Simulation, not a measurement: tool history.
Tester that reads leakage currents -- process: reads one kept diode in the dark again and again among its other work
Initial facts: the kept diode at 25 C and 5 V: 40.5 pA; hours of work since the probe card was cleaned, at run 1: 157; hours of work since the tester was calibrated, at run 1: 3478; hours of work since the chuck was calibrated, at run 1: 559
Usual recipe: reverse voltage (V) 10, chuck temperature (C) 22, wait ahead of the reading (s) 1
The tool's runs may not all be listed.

run      day  reverse voltage (V)  chuck temperature (C)  wait ahead of the reading (s)  hours of work since the probe card was cleaned  hours of work since the tester was calibrated  hours of work since the chuck was calibrated  current that the tester gives (pA)
  1        0                   10                     22                              1                                             157                                           3478                                           559                               45.85
  2    5.492                   10                     22                            0.7                                             211                                           3533                                           613                               46.48
  3   10.208                   10                     22                            0.7                                             258                                           3579                                           660                               46.03
  4    18.75                   10                     22                            0.7                                             342                                           3664                                           744                               46.53
      22.771  -- tester calibrated
  5   24.254                   10                     33                              1                                             396                                             15                                           798                              103.05
  6     28.7                   10                     20                              1                                             440                                             59                                           841                               40.63
  7   34.942                  2.4                     22                              1                                             502                                            120                                           903                               22.13
  8   40.771                  3.5                     22                              1                                             559                                            178                                           961                               26.83
  9   47.225                  3.5                     22                              1                                             623                                            242                                          1025                                26.9
 10   55.925                  3.5                     22                              1                                             709                                            328                                          1111                               26.83
 11   62.146                  1.3                     22                              1                                             771                                            389                                          1172                               15.88
 12   70.525                   10                     22                              1                                             853                                            472                                          1255                               47.15
      71.308  -- probe card cleaned and baked
 13   76.312                   10                     22                           1.06                                              49                                            528                                          1311                               47.97
 14   80.367                   10                     22                           1.06                                              90                                            568                                          1351                               47.96
 15   88.708                   10                     22                           2.57                                             172                                            651                                          1433                               47.65
 16   93.404                   10                     22                              1                                             218                                            697                                          1480                               48.05
 17   98.125                   10                     22                              1                                             265                                            744                                          1527                               48.45
 18  103.796                   10                     22                              1                                             321                                            800                                          1583                               48.29
 19  109.721                   10                     22                              1                                             380                                            858                                          1641                               48.36
     113.708  -- probe card cleaned and baked, once more
 20  118.121                   10                     22                              1                                              44                                            940                                          1723                               45.22
 21  126.608                   10                     22                              1                                             128                                           1024                                          1807                               44.94
 22  135.025                   10                     29                           3.34                                             211                                           1107                                          1890                               74.66
 23  140.079                  3.4                     55                           9.02                                             261                                           1157                                          1940                              243.54
 24  143.938                   10                     38                           0.36                                             299                                           1195                                          1978                              141.52
 25  150.912                  5.1                     59                           1.35                                             368                                           1264                                          2047                              380.81
 26  159.417                  5.1                     40                           4.86                                             452                                           1348                                          2131                              112.47
     164.988  -- chuck's temperature calibrated
 27  165.117                   10                     24                              1                                             507                                           1404                                             1                               55.03
 28  171.975                  1.2                     24                              1                                             575                                           1472                                            69                               17.92
 29   178.15                  1.2                     24                              1                                             636                                           1533                                           130                               17.96
 30  183.846                  1.8                     26                           2.67                                             692                                           1589                                           186                               25.62
 31  187.421                  4.5                     21                           0.54                                             728                                           1624                                           222                                29.1
 32  194.867                 11.7                     41                           0.31                                             801                                           1698                                           295                              195.95
 33  202.029                  3.2                     43                           2.99                                             872                                           1769                                           366                              111.65
 34  206.821                  4.4                     22                           0.94                                             920                                           1816                                           414                               30.71
 35  211.808                 15.5                     23                           4.88                                             969                                           1865                                           463                               64.19
 36  216.562                  3.5                     47                           2.61                                            1016                                           1912                                           510                              152.35
 37  224.046                  6.3                     52                            8.7                                            1090                                           1986                                           584                              283.55
 38  229.612                  2.3                     51                           7.71                                            1145                                           2041                                           639                              157.66
      230.45  -- probe card cleaned and baked
 39  237.692                  1.9                     46                           0.62                                              72                                           2120                                           717                               103.3

Describe how what the log doesn't record of the tool's condition differs between the last listed run preceding each entry between runs and the first listed run following it.
From run 4 to run 5: tester calibrated (day 22.771)
  stray current of the dirty probe card, pA a volt: 0.095 -> 0.105; current scale over the true one, %: -1.8 -> -0.08; true chuck temperature over the reading, C: -0.33 -> -0.34
  measured minus no-state result, current that the tester gives (pA): -1.24 -> -1.73
From run 12 to run 13: probe card cleaned and baked (day 71.308)
  stray current of the dirty probe card, pA a volt: 0.199 -> 0.283; current scale over the true one, %: -0.28 -> -0.31; true chuck temperature over the reading, C: -0.48 -> -0.5
  measured minus no-state result, current that the tester gives (pA): +0 -> +0.76
From run 19 to run 20: probe card cleaned and baked, once more (day 113.708)
  stray current of the dirty probe card, pA a volt: 0.348 -> 0.033; current scale over the true one, %: -0.46 -> -0.5; true chuck temperature over the reading, C: -0.59 -> -0.61
  measured minus no-state result, current that the tester gives (pA): +1.03 -> -2.22
From run 26 to run 27: chuck's temperature calibrated (day 164.988)
  stray current of the dirty probe card, pA a volt: 0.115 -> 0.125; current scale over the true one, %: -0.69 -> -0.71; true chuck temperature over the reading, C: -0.74 -> -0.15
  measured minus no-state result, current that the tester gives (pA): -6.06 -> +0.05
From run 38 to run 39: probe card cleaned and baked (day 230.45)
  stray current of the dirty probe card, pA a volt: 0.254 -> 0.038; current scale over the true one, %: -1 -> -1.03; true chuck temperature over the reading, C: -0.34 -> -0.36
  measured minus no-state result, current that the tester gives (pA): -4.51 -> -3.54
